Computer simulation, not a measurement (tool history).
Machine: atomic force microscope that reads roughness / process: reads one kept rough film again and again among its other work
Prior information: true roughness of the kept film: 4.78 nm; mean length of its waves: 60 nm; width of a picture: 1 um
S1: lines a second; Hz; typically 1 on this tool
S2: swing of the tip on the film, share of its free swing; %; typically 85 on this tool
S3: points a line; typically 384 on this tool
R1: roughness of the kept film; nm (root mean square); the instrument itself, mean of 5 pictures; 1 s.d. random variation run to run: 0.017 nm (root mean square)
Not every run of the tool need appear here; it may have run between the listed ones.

run	hour	S1	S2	S3	R1
1	0	1	85	384	3.98
2	42.3	1	85	384	3.845
# hour 60.3: new tip fitted
3	84.9	1	87	384	3.991
4	108.4	1	85	384	3.936
5	138.7	1	77	384	3.971
6	158.9	1	85	384	3.799
# hour 162.7: new tip fitted
7	183.2	1	85	384	4.056
8	216.4	1	59	384	4.31
9	240.3	1	85	357	3.867
# hour 263.4: new tip fitted
10	269.3	1	85	358	4.078
11	298.7	1	85	358	3.962
12	334.5	1	85	358	3.866
13	353.1	1	85	358	3.808
# hour 364.1: new tip fitted
14	377.1	1	85	358	4.058
15	396.1	1	85	358	3.978
16	417.2	1	85	358	3.949
17	455.6	1	85	358	3.811
# hour 466.7: new tip fitted
18	485.1	1	85	358	4.03
19	519.1	0.72	70	907	4.21
20	536.9	0.72	70	907	4.185
# hour 567.3: new tip fitted
21	572.6	0.72	70	907	4.39
22	605.3	1.52	78	384	3.952
23	641.6	0.6	86	899	4.015
# hour 668.5: new tip fitted
24	675.5	1.57	86	916	3.835
25	700.5	1.57	86	916	3.74
26	720.7	1.06	86	916	3.882
27	753.8	1	60	384	4.144
# hour 772.4: new tip fitted
28	776.4	1	60	384	4.422
29	798.8	1.25	60	377	4.3

A few steps of R1 between consecutive runs. Split each: what settings, incoming material and random variation would produce without the hidden state, and what is left over for the hidden state, along with gauge scatter present in only one of the two compared results (measured, and without hidden state):
Hidden state at play: radius of the tip, nm; height scale over the true one, %; drift of the gauge itself on roughness_nm, %.
Run 8 -> 9: S2 59 -> 85, S3 384 -> 357. R1 -0.443 nm (root mean square): hidden state -0.059, all else -0.384.
Run 13 -> 14: new tip fitted. R1 +0.25 nm (root mean square): hidden state +0.237, all else +0.013.
Run 21 -> 22: S1 0.72 -> 1.52, S2 70 -> 78, S3 907 -> 384. R1 -0.438 nm (root mean square): hidden state -0.088, all else -0.35.
Run 27 -> 28: new tip fitted. R1 +0.278 nm (root mean square): hidden state +0.273, all else +0.005.
